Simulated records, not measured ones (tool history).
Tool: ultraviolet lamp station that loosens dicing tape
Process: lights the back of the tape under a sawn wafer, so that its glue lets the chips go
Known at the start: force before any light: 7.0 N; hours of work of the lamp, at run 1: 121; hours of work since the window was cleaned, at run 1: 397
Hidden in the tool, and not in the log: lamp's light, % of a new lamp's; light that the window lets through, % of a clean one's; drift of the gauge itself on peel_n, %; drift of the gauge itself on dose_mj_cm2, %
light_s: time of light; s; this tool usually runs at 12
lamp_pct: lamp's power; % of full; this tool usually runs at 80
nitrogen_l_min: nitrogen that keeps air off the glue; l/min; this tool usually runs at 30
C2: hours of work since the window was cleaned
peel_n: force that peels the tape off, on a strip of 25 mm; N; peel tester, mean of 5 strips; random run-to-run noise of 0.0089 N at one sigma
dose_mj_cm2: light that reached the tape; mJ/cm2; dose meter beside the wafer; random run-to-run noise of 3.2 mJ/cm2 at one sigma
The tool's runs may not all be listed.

Run 1, hour 0: usual settings; hours of work of the lamp 121; C2 397. Result: peel_n 0.435 N, dose_mj_cm2 445 mJ/cm2.
Run 2, hour 4.6: usual settings but nitrogen_l_min 26 l/min; hours of work of the lamp 124; C2 401. Result: peel_n 0.459 N, dose_mj_cm2 448 mJ/cm2.
Run 3, hour 11.2: usual settings; hours of work of the lamp 128; C2 405. Result: peel_n 0.422 N, dose_mj_cm2 450 mJ/cm2.
Run 4, hour 19.7: usual settings; hours of work of the lamp 134; C2 411. Result: peel_n 0.448 N, dose_mj_cm2 442 mJ/cm2.
Run 5, hour 25.9: usual settings but lamp_pct 90 % of full; hours of work of the lamp 138; C2 415. Result: peel_n 0.359 N, dose_mj_cm2 503 mJ/cm2.
Run 6, hour 30.3: usual settings; hours of work of the lamp 141; C2 418. Result: peel_n 0.436 N, dose_mj_cm2 448 mJ/cm2.
Run 7, hour 37.2: usual settings; hours of work of the lamp 146; C2 422. Result: peel_n 0.443 N, dose_mj_cm2 444 mJ/cm2.
Run 8, hour 43.8: usual settings; hours of work of the lamp 150; C2 427. Result: peel_n 0.45 N, dose_mj_cm2 447 mJ/cm2.
Run 9, hour 51.2: usual settings but nitrogen_l_min 12 l/min; hours of work of the lamp 155; C2 432. Result: peel_n 0.643 N, dose_mj_cm2 442 mJ/cm2.
Run 10, hour 60: usual settings but nitrogen_l_min 12 l/min; hours of work of the lamp 161; C2 438. Result: peel_n 0.63 N, dose_mj_cm2 433 mJ/cm2.
Run 11, hour 69.7: usual settings but lamp_pct 99 % of full; hours of work of the lamp 167; C2 444. Result: peel_n 0.316 N, dose_mj_cm2 547 mJ/cm2.
Run 12, hour 77.4: usual settings; hours of work of the lamp 173; C2 449. Result: peel_n 0.444 N, dose_mj_cm2 442 mJ/cm2.
Run 13, hour 84.1: usual settings; hours of work of the lamp 177; C2 454. Result: peel_n 0.446 N, dose_mj_cm2 432 mJ/cm2.
Run 14, hour 93.2: usual settings; hours of work of the lamp 183; C2 460. Result: peel_n 0.474 N, dose_mj_cm2 435 mJ/cm2.
Run 15, hour 101.9: usual settings but lamp_pct 84 % of full; hours of work of the lamp 189; C2 466. Result: peel_n 0.417 N, dose_mj_cm2 458 mJ/cm2.
Run 16, hour 106.4: usual settings but lamp_pct 84 % of full; hours of work of the lamp 192; C2 469. Result: peel_n 0.429 N, dose_mj_cm2 455 mJ/cm2.
Run 17, hour 115.5: usual settings but lamp_pct 84 % of full; hours of work of the lamp 198; C2 475. Result: peel_n 0.411 N, dose_mj_cm2 452 mJ/cm2.
Run 18, hour 120.9: usual settings but lamp_pct 84 % of full; hours of work of the lamp 202; C2 478. Result: peel_n 0.423 N, dose_mj_cm2 456 mJ/cm2.
Run 19, hour 126.3: usual settings but nitrogen_l_min 34 l/min; hours of work of the lamp 205; C2 482. Result: peel_n 0.427 N, dose_mj_cm2 429 mJ/cm2.
Run 20, hour 135.4: usual settings but light_s 16 s, nitrogen_l_min 34 l/min; hours of work of the lamp 211; C2 488. Result: peel_n 0.274 N, dose_mj_cm2 571 mJ/cm2.
Run 21, hour 143.4: usual settings but lamp_pct 68 % of full; hours of work of the lamp 217; C2 493. Result: peel_n 0.634 N, dose_mj_cm2 366 mJ/cm2.
Run 22, hour 150.3: usual settings but lamp_pct 89 % of full; hours of work of the lamp 221; C2 498. Result: peel_n 0.374 N, dose_mj_cm2 480 mJ/cm2.
Run 23, hour 160: usual settings but light_s 14 s, lamp_pct 61 % of full, nitrogen_l_min 33 l/min; hours of work of the lamp 228; C2 505. Result: peel_n 0.57 N, dose_mj_cm2 386 mJ/cm2.
Run 24, hour 166.9: usual settings but light_s 24 s, lamp_pct 75 % of full, nitrogen_l_min 28 l/min; hours of work of the lamp 232; C2 509. Result: peel_n 0.202 N, dose_mj_cm2 799 mJ/cm2.
Run 25, hour 175.3: usual settings but light_s 13 s, lamp_pct 83 % of full, nitrogen_l_min 17 l/min; hours of work of the lamp 238; C2 515. Result: peel_n 0.466 N, dose_mj_cm2 479 mJ/cm2.
Run 26, hour 182.8: usual settings but lamp_pct 72 % of full, nitrogen_l_min 15 l/min; hours of work of the lamp 243; C2 520. Result: peel_n 0.75 N, dose_mj_cm2 380 mJ/cm2.
Run 27, hour 190: usual settings but lamp_pct 72 % of full, nitrogen_l_min 15 l/min; hours of work of the lamp 248; C2 525. Result: peel_n 0.765 N, dose_mj_cm2 383 mJ/cm2.
Run 28, hour 197: usual settings but light_s 9 s, lamp_pct 82 % of full, nitrogen_l_min 24 l/min; hours of work of the lamp 253; C2 529. Result: peel_n 0.861 N, dose_mj_cm2 322 mJ/cm2.
Run 29, hour 206.9: usual settings but light_s 9 s, lamp_pct 82 % of full, nitrogen_l_min 24 l/min; hours of work of the lamp 259; C2 536. Result: peel_n 0.894 N, dose_mj_cm2 325 mJ/cm2.
Run 30, hour 216.4: usual settings but light_s 9 s, lamp_pct 82 % of full, nitrogen_l_min 24 l/min; hours of work of the lamp 266; C2 542. Result: peel_n 0.873 N, dose_mj_cm2 324 mJ/cm2.
Run 31, hour 226.2: usual settings; hours of work of the lamp 272; C2 549. Result: peel_n 0.468 N, dose_mj_cm2 422 mJ/cm2.
Run 32, hour 234.3: usual settings but light_s 14 s, nitrogen_l_min 26 l/min; hours of work of the lamp 278; C2 554. Result: peel_n 0.376 N, dose_mj_cm2 483 mJ/cm2.
Run 33, hour 238.9: usual settings but light_s 8 s, nitrogen_l_min 14 l/min; hours of work of the lamp 281; C2 557. Result: peel_n 1.288 N, dose_mj_cm2 274 mJ/cm2.
Run 34, hour 247.9: usual settings but lamp_pct 70 % of full; hours of work of the lamp 287; C2 563. Result: peel_n 0.644 N, dose_mj_cm2 367 mJ/cm2.
Run 35, hour 254.3: usual settings but lamp_pct 70 % of full; hours of work of the lamp 291; C2 568. Result: peel_n 0.636 N, dose_mj_cm2 364 mJ/cm2.

Selected run-to-run steps in peel_n, each split into two signed amounts: the part the tool would show with no hidden state at all (from settings, incoming material and random variation), and the remainder, which goes to the hidden state together with any gauge scatter not common to the measured and the hidden-state-free results:
Run 23 -> 24: light_s 14 -> 24, lamp_pct 61 -> 75, nitrogen_l_min 33 -> 28. peel_n -0.368 N: hidden state -0.12, all else -0.248.
Run 30 -> 31: light_s 9 -> 12, lamp_pct 82 -> 80, nitrogen_l_min 24 -> 30. peel_n -0.405 N: hidden state -0.095, all else -0.31.
Run 32 -> 33: light_s 14 -> 8, nitrogen_l_min 26 -> 14. peel_n +0.912 N: hidden state +0.201, all else +0.711.
Run 33 -> 34: light_s 8 -> 12, lamp_pct 80 -> 70, nitrogen_l_min 14 -> 30. peel_n -0.644 N: hidden state -0.121, all else -0.523.
